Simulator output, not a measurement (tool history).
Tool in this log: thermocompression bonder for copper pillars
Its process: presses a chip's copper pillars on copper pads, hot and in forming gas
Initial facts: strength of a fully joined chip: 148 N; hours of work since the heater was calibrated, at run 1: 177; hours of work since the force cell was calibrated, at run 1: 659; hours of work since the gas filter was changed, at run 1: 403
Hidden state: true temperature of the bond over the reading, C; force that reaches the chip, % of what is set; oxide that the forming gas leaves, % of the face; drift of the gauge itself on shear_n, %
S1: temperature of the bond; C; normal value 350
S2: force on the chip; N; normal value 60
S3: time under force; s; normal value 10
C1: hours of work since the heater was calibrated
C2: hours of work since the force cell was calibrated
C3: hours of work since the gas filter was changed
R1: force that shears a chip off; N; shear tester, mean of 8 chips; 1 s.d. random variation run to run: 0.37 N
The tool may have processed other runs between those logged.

| run | hour | S1 | S2 | S3 | C1 | C2 | C3 | R1 |
|---|---|---|---|---|---|---|---|---|
| 1 | 0 | 350 | 60 | 10 | 177 | 659 | 403 | 104.3 |
| 2 | 62 | 373 | 60 | 10 | 206 | 689 | 433 | 115.2 |
| 3 | 114.5 | 373 | 60 | 10 | 231 | 714 | 457 | 113.6 |
| 4 | 182.8 | 373 | 60 | 10 | 264 | 746 | 490 | 113.4 |
|  | 190.1 | force cell calibrated |
|  | 207.4 | forming gas filter changed |
| 5 | 237.2 | 373 | 60 | 10 | 288 | 22 | 14 | 114.6 |
| 6 | 298.6 | 374 | 60 | 10 | 317 | 51 | 43 | 114.3 |
| 7 | 330.4 | 374 | 60 | 10 | 332 | 66 | 58 | 114.1 |
| 8 | 366.9 | 351 | 60 | 10 | 350 | 83 | 76 | 103.2 |
| 9 | 410.4 | 351 | 60 | 10 | 370 | 104 | 96 | 103.2 |
| 10 | 459.4 | 351 | 60 | 10 | 394 | 127 | 119 | 103.5 |
| 11 | 521.9 | 350 | 60 | 22 | 423 | 157 | 149 | 121.1 |
| 12 | 582.4 | 350 | 60 | 22 | 452 | 185 | 178 | 121.3 |
| 13 | 614.8 | 350 | 60 | 14 | 467 | 201 | 193 | 110 |
| 14 | 654.4 | 350 | 60 | 14 | 486 | 220 | 212 | 110.5 |
| 15 | 684.9 | 349 | 37 | 5 | 500 | 234 | 226 | 55.6 |
| 16 | 729.9 | 363 | 60 | 10 | 522 | 255 | 247 | 108.5 |
| 17 | 772.9 | 339 | 55 | 11 | 542 | 276 | 268 | 93 |
| 18 | 813.8 | 339 | 55 | 11 | 561 | 295 | 287 | 92.3 |
| 19 | 844.6 | 338 | 63 | 17 | 576 | 310 | 302 | 111.4 |
| 20 | 880.7 | 369 | 61 | 7 | 593 | 327 | 319 | 102.2 |
| 21 | 937.9 | 345 | 61 | 22 | 620 | 354 | 346 | 119.3 |
| 22 | 972.9 | 343 | 46 | 22 | 637 | 370 | 362 | 101.5 |
| 23 | 1016.7 | 338 | 60 | 15 | 657 | 391 | 383 | 105.1 |
| 24 | 1056.6 | 338 | 60 | 15 | 676 | 410 | 402 | 105.4 |
| 25 | 1113.1 | 338 | 60 | 15 | 703 | 437 | 429 | 104.5 |
| 26 | 1164.4 | 377 | 53 | 18 | 727 | 461 | 453 | 120.1 |
| 27 | 1225.6 | 361 | 53 | 8 | 756 | 490 | 482 | 92.9 |
|  | 1261.8 | forming gas filter changed |
| 28 | 1272.3 | 328 | 64 | 9 | 778 | 512 | 5 | 91.1 |

Across each entry between runs, compare the hidden state at the last listed run before it with the hidden state at the first listed run after it:
After run 4, before run 5: force cell calibrated (hour 190.1); forming gas filter changed (hour 207.4)
  true temperature of the bond over the reading, C: -1.2 -> -1.4; force that reaches the chip, % of what is set: 104.2 -> 100.1; oxide that the forming gas leaves, % of the face: 2.74 -> 0.62
  difference, measured minus the result without the unlogged condition, R1: -0.9 -> -0.7 N
After run 27, before run 28: forming gas filter changed (hour 1261.8)
  true temperature of the bond over the reading, C: -5.7 -> -5.9; force that reaches the chip, % of what is set: 102.3 -> 102.4; oxide that the forming gas leaves, % of the face: 2.64 -> 0.56
  difference, measured minus the result without the unlogged condition, R1: -3.5 -> -1.9 N
